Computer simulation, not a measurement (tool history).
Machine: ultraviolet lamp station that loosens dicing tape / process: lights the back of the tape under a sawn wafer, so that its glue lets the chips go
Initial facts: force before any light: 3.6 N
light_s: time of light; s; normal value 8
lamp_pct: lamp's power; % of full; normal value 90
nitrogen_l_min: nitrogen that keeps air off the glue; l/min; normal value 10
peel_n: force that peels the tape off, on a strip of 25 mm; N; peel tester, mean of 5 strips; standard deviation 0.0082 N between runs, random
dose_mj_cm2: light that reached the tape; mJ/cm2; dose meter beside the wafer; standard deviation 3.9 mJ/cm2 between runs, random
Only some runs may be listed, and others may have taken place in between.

run,hour,light_s,lamp_pct,nitrogen_l_min,peel_n,dose_mj_cm2
1,0.0,8,90,10,0.424,538
2,13.7,8,94,10,0.423,557
3,35.2,8,90,10,0.457,528
# hour 44.1: window cleaned of glue's vapour
4,51.7,8,90,10,0.367,606
5,72.5,8,90,10,0.367,602
6,92.8,8,90,10,0.365,601
7,113.3,5,89,10,0.713,370
8,132.1,5,89,10,0.730,371
9,143.5,8,100,7,0.390,659
10,160.6,8,100,7,0.397,652
11,179.2,12,90,4,0.377,885
12,199.5,12,90,4,0.378,876

Below are 3 alternative next runs, each starting from the tool's condition after run 12. Predict each:
A,220.2,5,90,4,?,?
B,220.2,7,71,10,?,?
C,220.2,10,98,3,?,?

run,peel_n,dose_mj_cm2
A,1.166,365
B,0.651,402
C,0.505,800
With the hidden condition removed and each run's random variation left untouched, the same runs would have given:
run,peel_n,dose_mj_cm2
A,1.017,414
B,0.544,457
C,0.423,908

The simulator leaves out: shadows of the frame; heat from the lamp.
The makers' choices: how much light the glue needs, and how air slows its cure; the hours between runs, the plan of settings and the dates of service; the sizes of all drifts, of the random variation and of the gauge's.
